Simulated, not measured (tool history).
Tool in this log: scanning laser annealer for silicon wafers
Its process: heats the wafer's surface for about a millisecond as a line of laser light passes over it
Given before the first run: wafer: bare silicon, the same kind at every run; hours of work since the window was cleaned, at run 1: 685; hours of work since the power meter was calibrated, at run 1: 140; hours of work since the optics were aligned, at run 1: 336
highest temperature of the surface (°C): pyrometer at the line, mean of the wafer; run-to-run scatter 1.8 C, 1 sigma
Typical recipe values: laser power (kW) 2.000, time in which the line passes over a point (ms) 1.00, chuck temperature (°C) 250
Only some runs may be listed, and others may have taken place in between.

run,hour,laser power (kW),time in which the line passes over a point (ms),chuck temperature (°C),hours of work since the window was cleaned,hours of work since the power meter was calibrated,hours of work since the optics were aligned,highest temperature of the surface (°C)
1,0.0,2.000,1.00,250,685,140,336,1055
2,10.1,2.000,1.00,250,690,145,341,1052
3,21.4,1.723,1.00,250,696,151,347,928
4,30.3,1.723,1.00,250,701,156,352,927
5,38.8,1.723,1.00,250,705,160,356,926
6,44.5,1.723,1.00,250,708,163,359,928
7,53.1,1.723,1.00,250,712,168,363,929
8,58.8,2.183,1.00,250,715,171,366,1137
9,68.5,2.000,1.00,250,720,176,371,1051
10,81.8,1.888,1.00,250,727,183,378,999
11,92.4,2.000,1.00,250,733,188,384,1050
12,102.0,1.940,1.00,250,738,193,389,1022
13,109.5,1.940,1.00,250,742,197,393,1026
14,122.3,1.940,1.00,250,748,203,399,1025
15,135.1,1.940,1.00,250,755,210,406,1024
16,147.6,1.940,1.00,250,761,217,412,1022
17,161.4,1.940,1.00,279,768,224,419,1053
18,172.7,1.940,1.00,279,774,230,425,1053
19,185.5,1.940,1.00,279,781,236,432,1055
20,195.6,1.940,1.00,279,786,241,437,1051
21,204.8,1.940,1.00,279,791,246,442,1053
22,211.5,1.735,1.00,250,794,250,445,931
23,220.0,2.001,0.92,285,799,254,450,1043
24,226.8,2.001,0.92,285,802,258,453,1048
25,239.6,2.030,0.71,250,809,264,460,914
26,249.9,2.030,0.71,250,814,270,465,914
27,260.5,2.030,0.71,250,820,275,471,914
28,274.3,1.786,0.85,224,827,282,478,857
29,285.2,1.860,1.18,224,833,288,484,1034
30,299.1,2.000,1.03,250,840,295,491,1060
31,310.8,1.819,1.23,268,846,301,497,1075
32,322.7,1.891,0.71,245,852,307,503,852
33,333.6,1.891,0.71,245,858,313,509,855
34,346.4,2.000,0.71,223,864,320,515,871
35,353.1,2.042,0.71,263,868,323,519,925
36,366.5,2.000,1.00,280,875,330,526,1073
37,378.7,2.000,0.71,250,881,336,532,900
38,387.1,1.730,1.00,250,885,341,536,924
39,393.6,1.811,0.98,242,889,344,540,944
40,399.4,1.722,0.98,242,892,347,543,904

3 ways to go on from here, each from the tool as it stands after run 40. What would each give?
A,408.2,1.722,0.73,226,896,352,547,?
B,408.2,2.035,0.92,286,896,352,547,?
C,408.2,1.857,1.18,282,896,352,547,?

run,highest temperature of the surface (°C)
A,781
B,1055
C,1089
Without the tool's unlogged condition, the same runs would have read:
run,highest temperature of the surface (°C)
A,807
B,1091
C,1127
